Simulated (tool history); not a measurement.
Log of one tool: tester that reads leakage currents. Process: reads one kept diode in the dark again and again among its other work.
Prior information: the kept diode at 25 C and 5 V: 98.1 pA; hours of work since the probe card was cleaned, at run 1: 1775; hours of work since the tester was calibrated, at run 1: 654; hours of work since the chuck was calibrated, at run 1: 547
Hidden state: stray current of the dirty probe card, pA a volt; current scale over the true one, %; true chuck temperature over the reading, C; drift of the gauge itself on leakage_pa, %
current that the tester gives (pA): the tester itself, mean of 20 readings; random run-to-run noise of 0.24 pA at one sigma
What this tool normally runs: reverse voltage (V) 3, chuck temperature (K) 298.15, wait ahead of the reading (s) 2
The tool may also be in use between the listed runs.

| run | day | reverse voltage (V) | chuck temperature (K) | wait ahead of the reading (s) | hours of work since the probe card was cleaned | hours of work since the tester was calibrated | hours of work since the chuck was calibrated | current that the tester gives (pA) |
|---|---|---|---|---|---|---|---|---|
| 1 | 0 | 3 | 298.15 | 2 | 1775 | 654 | 547 | 77.79 |
| 2 | 3.196 | 3 | 298.15 | 5.65 | 1807 | 685 | 579 | 77.44 |
| 3 | 10.592 | 3 | 298.15 | 5.65 | 1880 | 758 | 652 | 77.48 |
| 4 | 13.962 | 3 | 298.15 | 5.65 | 1913 | 792 | 685 | 77.6 |
|  | 18.383 | chuck's temperature calibrated |
| 5 | 18.383 | 3 | 298.15 | 5.65 | 1956 | 834 | 0 | 77.52 |
| 6 | 22.762 | 3 | 298.15 | 5.65 | 1999 | 878 | 43 | 77.21 |
| 7 | 27.642 | 3 | 325.15 | 2 | 2047 | 926 | 91 | 868.49 |
| 8 | 33.121 | 3 | 325.15 | 2 | 2101 | 980 | 145 | 866.83 |
| 9 | 37.9 | 3 | 300.15 | 4.95 | 2148 | 1027 | 193 | 93.47 |
| 10 | 43.829 | 3.12 | 295.15 | 0.78 | 2207 | 1085 | 251 | 59.84 |
| 11 | 47.338 | 2.63 | 304.15 | 0.39 | 2241 | 1120 | 286 | 130.8 |
| 12 | 53.846 | 2.63 | 304.15 | 0.39 | 2305 | 1184 | 350 | 130.81 |
| 13 | 60.438 | 11.89 | 312.15 | 2 | 2371 | 1249 | 415 | 544.97 |
| 14 | 65.492 | 8.95 | 310.15 | 5.81 | 2420 | 1299 | 465 | 397.44 |
| 15 | 70.192 | 10.39 | 298.15 | 0.46 | 2467 | 1345 | 511 | 144.44 |
| 16 | 77.242 | 3 | 309.15 | 1.17 | 2536 | 1415 | 581 | 219.04 |

Consider 4 possible next runs. They are alternatives, not a sequence: every one starts from the tool as it was left by run 16. What does each give?
| A | 83.988 | 1.34 | 298.15 | 0.68 | 2603 | 1482 | 647 | ? |
| B | 83.988 | 5.62 | 304.15 | 4.02 | 2603 | 1482 | 647 | ? |
| C | 83.988 | 3 | 309.15 | 1.43 | 2603 | 1482 | 647 | ? |
| D | 83.988 | 5.68 | 314.15 | 1.46 | 2603 | 1482 | 647 | ? |

| run | current that the tester gives (pA) |
|---|---|
| A | 53.58 |
| B | 184.03 |
| C | 218.1 |
| D | 460.6 |
What these runs would have given with no unlogged condition in the tool:
| run | current that the tester gives (pA) |
|---|---|
| A | 53.53 |
| B | 183.83 |
| C | 217.92 |
| D | 460.23 |

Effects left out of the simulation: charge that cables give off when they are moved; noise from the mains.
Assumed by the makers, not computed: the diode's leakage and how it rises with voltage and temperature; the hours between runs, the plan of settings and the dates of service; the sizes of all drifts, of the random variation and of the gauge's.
